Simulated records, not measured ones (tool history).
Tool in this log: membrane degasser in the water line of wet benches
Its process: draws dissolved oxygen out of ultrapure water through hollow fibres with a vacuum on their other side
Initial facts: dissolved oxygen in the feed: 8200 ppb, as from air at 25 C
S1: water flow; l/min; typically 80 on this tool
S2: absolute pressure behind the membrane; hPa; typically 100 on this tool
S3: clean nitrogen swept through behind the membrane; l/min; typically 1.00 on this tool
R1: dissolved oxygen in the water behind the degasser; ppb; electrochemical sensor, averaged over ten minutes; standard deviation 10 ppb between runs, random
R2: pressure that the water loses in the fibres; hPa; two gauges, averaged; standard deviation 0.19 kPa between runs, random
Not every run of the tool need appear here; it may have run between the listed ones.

| run | day | S1 | S2 | S3 | R1 | R2 |
|---|---|---|---|---|---|---|
| 1 | 0.000 | 80 | 100 | 1.00 | 1023.3 | 377.1 |
|  | 1.475 | vacuum gauge calibrated |
| 2 | 4.196 | 80 | 100 | 1.00 | 1027.3 | 375.2 |
| 3 | 6.804 | 80 | 100 | 1.86 | 736.4 | 374.0 |
| 4 | 9.621 | 80 | 100 | 1.00 | 1023.5 | 374.9 |
| 5 | 13.512 | 80 | 100 | 1.00 | 1051.4 | 374.4 |
| 6 | 17.288 | 80 | 100 | 1.00 | 1033.4 | 374.8 |
| 7 | 21.221 | 80 | 100 | 1.00 | 1016.8 | 372.3 |
| 8 | 23.412 | 80 | 100 | 0.43 | 1511.7 | 374.8 |
| 9 | 27.629 | 81 | 100 | 1.00 | 1035.3 | 378.3 |
| 10 | 32.021 | 81 | 100 | 1.00 | 1031.6 | 379.3 |
| 11 | 34.771 | 81 | 100 | 1.00 | 1032.8 | 377.6 |
| 12 | 38.629 | 110 | 76 | 1.13 | 949.3 | 516.1 |
| 13 | 42.025 | 98 | 211 | 1.00 | 2353.4 | 458.1 |
| 14 | 44.075 | 98 | 211 | 1.00 | 2372.0 | 463.0 |
| 15 | 47.300 | 98 | 211 | 1.00 | 2383.7 | 459.8 |
| 16 | 49.329 | 98 | 211 | 1.00 | 2407.8 | 460.4 |
| 17 | 52.704 | 121 | 211 | 0.58 | 3363.8 | 565.6 |
| 18 | 57.238 | 52 | 211 | 0.58 | 2169.0 | 245.2 |
| 19 | 59.671 | 52 | 211 | 0.58 | 2165.3 | 244.9 |
| 20 | 64.200 | 52 | 211 | 0.63 | 2096.4 | 242.2 |
| 21 | 67.996 | 80 | 100 | 0.90 | 1093.2 | 376.9 |

Branching from run 21: 4 alternative next runs. What would each branch give?
| A | 71.746 | 52 | 72 | 1.00 | ? | ? |
| B | 71.746 | 80 | 84 | 0.60 | ? | ? |
| C | 71.746 | 67 | 70 | 1.94 | ? | ? |
| D | 71.746 | 124 | 100 | 0.90 | ? | ? |

| run | R1 | R2 |
|---|---|---|
| A | 480.0 | 240.5 |
| B | 1064.5 | 372.2 |
| C | 418.4 | 313.8 |
| D | 1474.6 | 586.0 |
Without the tool's unlogged condition, the same runs would have read:
| run | R1 | R2 |
|---|---|---|
| A | 479.5 | 240.4 |
| B | 1063.7 | 372.0 |
| C | 417.9 | 313.6 |
| D | 1473.7 | 585.7 |

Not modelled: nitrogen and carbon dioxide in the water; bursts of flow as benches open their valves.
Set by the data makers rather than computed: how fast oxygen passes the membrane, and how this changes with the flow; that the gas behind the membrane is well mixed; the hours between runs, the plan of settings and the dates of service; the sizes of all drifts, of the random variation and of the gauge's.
